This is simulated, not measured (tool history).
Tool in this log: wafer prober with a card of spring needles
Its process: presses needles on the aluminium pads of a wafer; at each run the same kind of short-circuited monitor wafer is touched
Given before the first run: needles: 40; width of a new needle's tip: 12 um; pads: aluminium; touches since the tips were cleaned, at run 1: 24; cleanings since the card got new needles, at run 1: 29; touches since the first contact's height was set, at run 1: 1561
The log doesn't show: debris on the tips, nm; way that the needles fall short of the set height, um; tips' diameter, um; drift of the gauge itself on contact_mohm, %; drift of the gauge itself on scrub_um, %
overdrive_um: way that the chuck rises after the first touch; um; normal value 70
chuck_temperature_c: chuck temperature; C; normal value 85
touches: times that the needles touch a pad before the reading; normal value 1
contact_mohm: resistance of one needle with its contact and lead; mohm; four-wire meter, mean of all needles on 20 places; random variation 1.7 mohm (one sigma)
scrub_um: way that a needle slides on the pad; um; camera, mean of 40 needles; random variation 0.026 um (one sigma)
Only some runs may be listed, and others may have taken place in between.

| run | hour | overdrive_um | chuck_temperature_c | touches | touches since the tips were cleaned | cleanings since the card got new needles | touches since the first contact's height was set | contact_mohm | scrub_um |
|---|---|---|---|---|---|---|---|---|---|
| 1 | 0 | 70 | 85 | 1 | 24 | 29 | 1561 | 171 | 9.35 |
|  | 8.8 | tips cleaned on abrasive film |
|  | 17.5 | tips cleaned on abrasive film |
|  | 28.4 | tips cleaned on abrasive film |
|  | 37.1 | tips cleaned on abrasive film |
| 2 | 44.7 | 70 | 108 | 1 | 2710 | 33 | 17344 | 174 | 9.34 |
|  | 47 | tips cleaned on abrasive film |
|  | 57.9 | tips cleaned on abrasive film |
|  | 68.8 | tips cleaned on abrasive film |
|  | 79.7 | tips cleaned on abrasive film |
| 3 | 80.8 | 70 | 85 | 1 | 397 | 37 | 30041 | 170 | 9.28 |
|  | 89.6 | tips cleaned on abrasive film |
|  | 100.4 | tips cleaned on abrasive film |
|  | 111.3 | tips cleaned on abrasive film |
| 4 | 116 | 70 | 85 | 1 | 1661 | 40 | 42464 | 169 | 9.3 |
|  | 120.4 | tips cleaned on abrasive film |
|  | 129.2 | tips cleaned on abrasive film |
|  | 140.1 | tips cleaned on abrasive film |
|  | 148.8 | tips cleaned on abrasive film |
|  | 157.5 | tips cleaned on abrasive film |
|  | 168.4 | tips cleaned on abrasive film |
|  | 179.3 | tips cleaned on abrasive film |
| 5 | 182.3 | 70 | 85 | 1 | 1038 | 47 | 65795 | 173 | 9.25 |
|  | 188.8 | tips cleaned on abrasive film |
|  | 197.6 | tips cleaned on abrasive film |
|  | 208.5 | tips cleaned on abrasive film |
| 6 | 216.3 | 70 | 85 | 1 | 2804 | 50 | 77823 | 173 | 9.24 |
|  | 218.6 | tips cleaned on abrasive film |
|  | 229.5 | tips cleaned on abrasive film |
|  | 240.4 | tips cleaned on abrasive film |
|  | 251.3 | tips cleaned on abrasive film |
|  | 262.2 | tips cleaned on abrasive film |
|  | 270.9 | tips cleaned on abrasive film |
|  | 273.4 | height of the first contact set anew |
| 7 | 279.8 | 70 | 85 | 2 | 3038 | 56 | 2269 | 169 | 9.22 |
|  | 282 | tips cleaned on abrasive film |
|  | 290.8 | tips cleaned on abrasive film |
|  | 299.5 | tips cleaned on abrasive film |
|  | 308.2 | tips cleaned on abrasive film |
|  | 317 | tips cleaned on abrasive film |
|  | 325.7 | tips cleaned on abrasive film |
|  | 336.6 | tips cleaned on abrasive film |
| 8 | 343.2 | 70 | 85 | 2 | 2344 | 63 | 24599 | 171 | 9.25 |
|  | 345.4 | tips cleaned on abrasive film |
|  | 354.2 | tips cleaned on abrasive film |
|  | 362.9 | tips cleaned on abrasive film |
|  | 373.8 | tips cleaned on abrasive film |
|  | 384.7 | tips cleaned on abrasive film |
| 9 | 388.7 | 70 | 85 | 2 | 1433 | 68 | 40626 | 174 | 9.22 |
|  | 395.3 | tips cleaned on abrasive film |
|  | 404 | tips cleaned on abrasive film |
|  | 412.8 | tips cleaned on abrasive film |
|  | 421.5 | tips cleaned on abrasive film |
|  | 432.4 | tips cleaned on abrasive film |
|  | 442.4 | tips cleaned on abrasive film |
| 10 | 442.4 | 70 | 85 | 1 | 0 | 74 | 59512 | 169 | 9.2 |
|  | 451.1 | tips cleaned on abrasive film |
|  | 459.9 | tips cleaned on abrasive film |
|  | 468.6 | tips cleaned on abrasive film |
|  | 479.5 | tips cleaned on abrasive film |
|  | 488.2 | tips cleaned on abrasive film |
| 11 | 496.6 | 50 | 85 | 1 | 2972 | 79 | 78627 | 178 | 6.58 |
|  | 498.8 | tips cleaned on abrasive film |
|  | 507.6 | tips cleaned on abrasive film |
|  | 516.3 | tips cleaned on abrasive film |
|  | 527.2 | tips cleaned on abrasive film |
|  | 538.1 | tips cleaned on abrasive film |
|  | 549 | tips cleaned on abrasive film |
|  | 551.5 | height of the first contact set anew |
|  | 560.2 | tips cleaned on abrasive film |
| 12 | 565.4 | 61 | 46 | 1 | 1844 | 86 | 4919 | 165 | 7.96 |
|  | 569.8 | tips cleaned on abrasive film |
|  | 578.5 | tips cleaned on abrasive film |
|  | 589.4 | tips cleaned on abrasive film |
|  | 598.2 | tips cleaned on abrasive film |
|  | 609.1 | tips cleaned on abrasive film |
|  | 620 | tips cleaned on abrasive film |
| 13 | 626.8 | 61 | 46 | 1 | 2418 | 92 | 26553 | 168 | 8 |
|  | 629 | tips cleaned on abrasive film |
|  | 637.7 | tips cleaned on abrasive film |
|  | 646.5 | tips cleaned on abrasive film |
|  | 655.2 | tips cleaned on abrasive film |
|  | 664 | tips cleaned on abrasive film |
| 14 | 668.6 | 61 | 31 | 1 | 1643 | 97 | 41259 | 163 | 7.97 |
|  | 673 | tips cleaned on abrasive film |
|  | 683.9 | tips cleaned on abrasive film |
|  | 694.8 | tips cleaned on abrasive film |
|  | 705.7 | tips cleaned on abrasive film |
|  | 716.6 | tips cleaned on abrasive film |
| 15 | 717.5 | 69 | 90 | 2 | 335 | 102 | 58506 | 172 | 9.02 |
|  | 726.3 | tips cleaned on abrasive film |
|  | 735 | tips cleaned on abrasive film |
|  | 743.7 | tips cleaned on abrasive film |
|  | 754.6 | tips cleaned on abrasive film |
| 16 | 758.6 | 70 | 92 | 1 | 1398 | 106 | 72972 | 173 | 9.13 |
|  | 765.1 | tips cleaned on abrasive film |
|  | 773.9 | tips cleaned on abrasive film |
|  | 784.8 | tips cleaned on abrasive film |
|  | 793.5 | tips cleaned on abrasive film |
|  | 804.4 | tips cleaned on abrasive film |
|  | 813.1 | tips cleaned on abrasive film |
| 17 | 814.6 | 70 | 97 | 2 | 509 | 112 | 92698 | 173 | 9.1 |
|  | 823.3 | tips cleaned on abrasive film |
|  | 827.9 | height of the first contact set anew |
|  | 832.4 | tips cleaned on abrasive film |
|  | 841.1 | tips cleaned on abrasive film |
|  | 852 | tips cleaned on abrasive film |
| 18 | 853.5 | 70 | 55 | 1 | 541 | 116 | 8996 | 166 | 9.1 |
|  | 862.2 | tips cleaned on abrasive film |
|  | 871 | tips cleaned on abrasive film |
|  | 879.7 | tips cleaned on abrasive film |
| 19 | 888.2 | 70 | 55 | 1 | 3031 | 119 | 21251 | 165 | 9.09 |
|  | 890.5 | tips cleaned on abrasive film |
|  | 899.2 | tips cleaned on abrasive film |
|  | 908 | tips cleaned on abrasive film |
|  | 918.9 | tips cleaned on abrasive film |
|  | 927.6 | tips cleaned on abrasive film |
| 20 | 936 | 70 | 47 | 2 | 2986 | 124 | 38074 | 166 | 9.07 |
|  | 938.3 | tips cleaned on abrasive film |
|  | 949.2 | tips cleaned on abrasive film |
|  | 957.9 | tips cleaned on abrasive film |
|  | 966.6 | tips cleaned on abrasive film |
|  | 975.4 | tips cleaned on abrasive film |
|  | 986.3 | tips cleaned on abrasive film |
| 21 | 993.4 | 65 | 85 | 2 | 2543 | 130 | 58297 | 172 | 8.48 |
|  | 995.7 | tips cleaned on abrasive film |
|  | 1006.6 | tips cleaned on abrasive film |
|  | 1015.3 | tips cleaned on abrasive film |
|  | 1024 | tips cleaned on abrasive film |
|  | 1032.8 | tips cleaned on abrasive film |
|  | 1041.5 | tips cleaned on abrasive film |
| 22 | 1041.7 | 85 | 42 | 1 | 52 | 136 | 75261 | 160 | 11 |

Each row is a separate what-if for the run after 22, all from the same tool condition, not one after another. Results?
|  | 1050.4 | tips cleaned on abrasive film |
|  | 1059.2 | tips cleaned on abrasive film |
|  | 1065.6 | gauge calibrated |
|  | 1067.9 | tips cleaned on abrasive film |
|  | 1076.6 | tips cleaned on abrasive film |
|  | 1085.4 | tips cleaned on abrasive film |
|  | 1096.3 | tips cleaned on abrasive film |
|  | 1105 | tips cleaned on abrasive film |
|  | 1105.3 | height of the first contact set anew |
| A | 1111.9 | 58 | 33 | 2 | 2357 | 143 | 2357 | ? | ? |
|  | 1050.4 | tips cleaned on abrasive film |
|  | 1059.2 | tips cleaned on abrasive film |
|  | 1065.6 | gauge calibrated |
|  | 1067.9 | tips cleaned on abrasive film |
|  | 1076.6 | tips cleaned on abrasive film |
|  | 1085.4 | tips cleaned on abrasive film |
|  | 1096.3 | tips cleaned on abrasive film |
|  | 1105 | tips cleaned on abrasive film |
|  | 1105.3 | height of the first contact set anew |
| B | 1111.9 | 51 | 125 | 1 | 2357 | 143 | 2357 | ? | ? |
|  | 1050.4 | tips cleaned on abrasive film |
|  | 1059.2 | tips cleaned on abrasive film |
|  | 1065.6 | gauge calibrated |
|  | 1067.9 | tips cleaned on abrasive film |
|  | 1076.6 | tips cleaned on abrasive film |
|  | 1085.4 | tips cleaned on abrasive film |
|  | 1096.3 | tips cleaned on abrasive film |
|  | 1105 | tips cleaned on abrasive film |
|  | 1105.3 | height of the first contact set anew |
| C | 1111.9 | 70 | 111 | 2 | 2357 | 143 | 2357 | ? | ? |

| run | contact_mohm | scrub_um |
|---|---|---|
| A | 164 | 7.73 |
| B | 184 | 6.76 |
| C | 177 | 9.32 |
The same runs, with their run-to-run variation unchanged, on a tool lacking any hidden condition would have given:
| run | contact_mohm | scrub_um |
|---|---|---|
| A | 164 | 7.74 |
| B | 184 | 6.77 |
| C | 177 | 9.33 |
